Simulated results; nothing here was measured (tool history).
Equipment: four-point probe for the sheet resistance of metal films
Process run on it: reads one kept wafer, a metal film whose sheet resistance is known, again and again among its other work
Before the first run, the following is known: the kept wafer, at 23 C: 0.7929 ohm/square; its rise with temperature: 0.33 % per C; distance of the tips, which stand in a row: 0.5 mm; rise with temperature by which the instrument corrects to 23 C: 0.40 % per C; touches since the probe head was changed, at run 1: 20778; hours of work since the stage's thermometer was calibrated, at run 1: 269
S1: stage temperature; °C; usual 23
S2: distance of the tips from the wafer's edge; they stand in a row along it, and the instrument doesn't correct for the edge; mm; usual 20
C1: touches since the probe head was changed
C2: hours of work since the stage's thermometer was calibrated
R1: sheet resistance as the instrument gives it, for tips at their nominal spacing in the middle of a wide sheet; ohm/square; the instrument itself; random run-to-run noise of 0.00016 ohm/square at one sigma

run,hour,S1,S2,C1,C2,R1
1,0.0,23,20,20778,269,0.793372
2,97.8,21,20,22850,343,0.794416
3,186.5,21,20,24731,410,0.794020
4,242.1,23,20,25909,452,0.792922
5,302.7,23,20,27193,498,0.793012
6,400.0,23,14,29255,572,0.793306
7,483.2,23,14,31019,635,0.793564
8,585.4,25,4,33184,713,0.798401
9,690.9,31,11,35420,793,0.789390
10,769.6,23,13,37087,853,0.793648
11,845.2,23,13,38689,910,0.793772

For run 12, what comes out?
12,905.8,33,20,39974,956,?

{"run 12": {"R1": 0.788162}}
If the tool had no hidden condition, the same run with the same run-to-run variation would have returned R1 0.788196 ohm/square.

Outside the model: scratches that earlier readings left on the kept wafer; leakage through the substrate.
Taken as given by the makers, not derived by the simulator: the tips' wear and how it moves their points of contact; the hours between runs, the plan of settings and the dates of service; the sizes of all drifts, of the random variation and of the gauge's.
